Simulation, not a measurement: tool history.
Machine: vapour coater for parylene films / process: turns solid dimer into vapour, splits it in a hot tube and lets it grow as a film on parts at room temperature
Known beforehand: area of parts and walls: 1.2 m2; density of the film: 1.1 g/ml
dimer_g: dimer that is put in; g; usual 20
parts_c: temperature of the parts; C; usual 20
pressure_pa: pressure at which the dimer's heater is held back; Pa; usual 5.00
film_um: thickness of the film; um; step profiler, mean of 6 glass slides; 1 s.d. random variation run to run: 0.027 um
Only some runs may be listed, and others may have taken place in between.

Run 1, hour 0.0: usual settings. Result: film_um 8.37 um.
Run 2, hour 60.2: usual settings. Result: film_um 8.36 um.
Run 3, hour 91.8: usual settings. Result: film_um 8.34 um.
Run 4, hour 119.4: usual settings. Result: film_um 8.31 um.
Run 5, hour 175.6: usual settings. Result: film_um 8.27 um.
Run 6, hour 225.0: usual settings. Result: film_um 8.23 um.
At hour 258.3: trap's valve overhauled.
Run 7, hour 258.3: usual settings. Result: film_um 8.75 um.
Run 8, hour 310.2: usual settings. Result: film_um 8.68 um.
Run 9, hour 364.5: usual settings. Result: film_um 8.64 um.
Run 10, hour 409.7: usual settings. Result: film_um 8.64 um.
Run 11, hour 440.5: usual settings. Result: film_um 8.60 um.
Run 12, hour 500.2: usual settings but parts_c 18 C. Result: film_um 8.83 um.
Run 13, hour 545.4: usual settings but parts_c 18 C, pressure_pa 11.00 Pa. Result: film_um 8.14 um.
Run 14, hour 595.7: usual settings. Result: film_um 8.49 um.
Run 15, hour 622.6: usual settings. Result: film_um 8.51 um.
Run 16, hour 669.3: usual settings but pressure_pa 10.86 Pa. Result: film_um 7.85 um.
Run 17, hour 700.3: usual settings but pressure_pa 5.94 Pa. Result: film_um 8.33 um.
Run 18, hour 761.7: usual settings. Result: film_um 8.44 um.
Run 19, hour 812.1: usual settings but dimer_g 21 g. Result: film_um 8.81 um.
Run 20, hour 841.3: usual settings but dimer_g 21 g. Result: film_um 8.81 um.
Run 21, hour 887.8: usual settings but dimer_g 21 g. Result: film_um 8.78 um.
Run 22, hour 933.3: usual settings but dimer_g 21 g. Result: film_um 8.78 um.
Run 23, hour 969.4: usual settings but parts_c 14 C. Result: film_um 9.15 um.
Run 24, hour 994.4: usual settings but dimer_g 15 g, parts_c 14 C. Result: film_um 6.84 um.
Run 25, hour 1047.9: usual settings but dimer_g 12 g, parts_c 18 C, pressure_pa 4.46 Pa. Result: film_um 5.18 um.
At hour 1079.9: trap's valve overhauled.
Run 26, hour 1107.9: usual settings but dimer_g 17 g, parts_c 31 C, pressure_pa 5.63 Pa. Result: film_um 6.10 um.
Run 27, hour 1161.3: usual settings but dimer_g 11 g, parts_c 21 C, pressure_pa 6.87 Pa. Result: film_um 4.49 um.
Run 28, hour 1195.4: usual settings but dimer_g 11 g, parts_c 21 C, pressure_pa 6.87 Pa. Result: film_um 4.48 um.
Run 29, hour 1243.9: usual settings but dimer_g 15 g, pressure_pa 5.18 Pa. Result: film_um 6.37 um.
Run 30, hour 1294.5: usual settings but dimer_g 15 g, parts_c 12 C, pressure_pa 7.06 Pa. Result: film_um 7.00 um.
Run 31, hour 1334.0: usual settings but dimer_g 14 g, parts_c 18 C, pressure_pa 2.15 Pa. Result: film_um 6.72 um.
Run 32, hour 1368.4: usual settings but dimer_g 14 g, parts_c 18 C, pressure_pa 2.15 Pa. Result: film_um 6.66 um.
Run 33, hour 1394.0: usual settings but dimer_g 14 g, parts_c 26 C, pressure_pa 3.05 Pa. Result: film_um 5.68 um.
Run 34, hour 1425.1: usual settings but dimer_g 30 g, parts_c 25 C. Result: film_um 11.68 um.
Run 35, hour 1485.9: usual settings but dimer_g 10 g, parts_c 16 C, pressure_pa 6.28 Pa. Result: film_um 4.36 um.
Run 36, hour 1519.6: usual settings but parts_c 13 C, pressure_pa 4.86 Pa. Result: film_um 9.43 um.
Run 37, hour 1561.2: usual settings but parts_c 13 C, pressure_pa 4.86 Pa. Result: film_um 9.32 um.
Run 38, hour 1592.4: usual settings but dimer_g 17 g, parts_c 28 C, pressure_pa 5.93 Pa. Result: film_um 6.18 um.
Run 39, hour 1652.0: usual settings but dimer_g 11 g, parts_c 32 C, pressure_pa 2.61 Pa. Result: film_um 4.06 um.
Run 40, hour 1696.6: usual settings but dimer_g 9 g, parts_c 14 C, pressure_pa 2.30 Pa. Result: film_um 4.45 um.
Run 41, hour 1751.3: usual settings but dimer_g 10 g, parts_c 18 C, pressure_pa 6.72 Pa. Result: film_um 4.17 um.
Run 42, hour 1787.8: usual settings but dimer_g 13 g, pressure_pa 7.93 Pa. Result: film_um 5.13 um.
Run 43, hour 1846.0: usual settings but dimer_g 13 g, pressure_pa 7.93 Pa. Result: film_um 5.12 um.
At hour 1900.5: trap's valve overhauled.
Run 44, hour 1906.7: usual settings but dimer_g 13 g, pressure_pa 7.93 Pa. Result: film_um 5.34 um.
Run 45, hour 1954.4: usual settings but dimer_g 13 g, pressure_pa 7.93 Pa. Result: film_um 5.33 um.
Run 46, hour 2011.3: usual settings but dimer_g 12 g, parts_c 18 C, pressure_pa 9.31 Pa. Result: film_um 4.98 um.

Below, some changes in film_um between adjacent runs. For each, the amount present without the hidden state too (settings, incoming material, random variation) and the amount remaining for the hidden state with gauge scatter not shared by both compared results:
Hidden state at play: vapour lost through the trap's worn valve, %; true temperature of the parts over the reading, C; drift of the gauge itself on film_um, %.
Run 6 -> 7: trap's valve overhauled. film_um +0.52 um: hidden state +0.40, all else +0.12.
Run 33 -> 34: dimer_g 14 -> 30, parts_c 26 -> 25, pressure_pa 3.05 -> 5.00. film_um +6.00 um: hidden state -0.19, all else +6.19.
Run 34 -> 35: dimer_g 30 -> 10, parts_c 25 -> 16, pressure_pa 5.00 -> 6.28. film_um -7.32 um: hidden state +0.21, all else -7.53.
Run 35 -> 36: dimer_g 10 -> 20, parts_c 16 -> 13, pressure_pa 6.28 -> 4.86. film_um +5.07 um: hidden state -0.19, all else +5.26.
Run 43 -> 44: trap's valve overhauled. film_um +0.22 um: hidden state +0.26, all else -0.04.
